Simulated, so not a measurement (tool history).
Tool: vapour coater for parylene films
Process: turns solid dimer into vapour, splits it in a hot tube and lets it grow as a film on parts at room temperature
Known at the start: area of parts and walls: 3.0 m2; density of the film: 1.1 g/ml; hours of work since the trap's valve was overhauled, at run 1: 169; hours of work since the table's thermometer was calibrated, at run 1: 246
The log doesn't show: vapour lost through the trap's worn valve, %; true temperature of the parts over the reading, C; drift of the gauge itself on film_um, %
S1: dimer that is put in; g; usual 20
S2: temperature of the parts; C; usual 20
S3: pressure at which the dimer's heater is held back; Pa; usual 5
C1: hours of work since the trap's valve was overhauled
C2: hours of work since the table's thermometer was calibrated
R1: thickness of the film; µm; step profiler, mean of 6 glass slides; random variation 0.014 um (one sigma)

run,day,S1,S2,S3,C1,C2,R1
1,0,20,20,5,169,246,3.23
2,1.154,20,20,5,193,270,3.23
3,2.312,13,20,5,216,294,2.09
4,2.996,27,20,5,231,308,4.36
5,3.604,20,20,5,243,320,3.23
6,4.704,20,20,5,266,343,3.23
7,5.683,20,20,5,286,363,3.26
8,6.467,20,20,5,302,379,3.27
9,7.296,20,20,5.29,319,396,3.23
10,8.008,20,20,5,334,411,3.27
11,9.042,20,20,5,355,432,3.27
12,9.621,20,20,5,367,444,3.26
13,10.7,20,20,5,389,467,3.26
14,11.733,14,20,5,410,488,2.31
15,12.521,14,23,5,427,504,2.05
16,13.067,10,20,5,438,515,1.65
# day 13.788: trap's valve overhauled
17,13.904,10,20,5,2,529,1.64
18,14.412,10,20,5,13,540,1.63
19,15.096,8,24,10.92,27,554,1.05
20,16.246,20,14,2.27,51,577,4.46
21,17.367,31,21,2.27,74,600,5.32
22,17.962,31,21,2.27,86,613,5.32
23,18.767,9,29,11.82,102,629,0.95
24,19.546,10,19,5,119,645,1.72
25,20.375,10,19,5,136,662,1.72
26,21.338,10,19,5,155,682,1.72
27,21.833,20,25,5,166,692,2.73
28,22.721,20,25,5,184,711,2.73
# day 23.367: gauge calibrated
29,23.8,8,17,6.19,206,733,1.43
30,24.604,13,20,5,223,749,2.1
31,25.833,13,24,5,248,775,1.81
32,26.875,13,24,11.1,269,796,1.68
33,28.05,13,24,11.1,294,820,1.67
34,29.096,15,27,4.98,315,842,1.88

Forecast each of these 4 alternatives for the next run:
A,29.758,15,16,3.64,329,856,?
B,29.758,20,26,5,329,856,?
C,29.758,13,32,5,329,856,?
D,29.758,32,15,4.14,329,856,?

run,R1
A,2.92
B,2.58
C,1.34
D,6.45
Without the tool's hidden state the same runs would have given:
run,R1
A,2.91
B,2.57
C,1.33
D,6.41
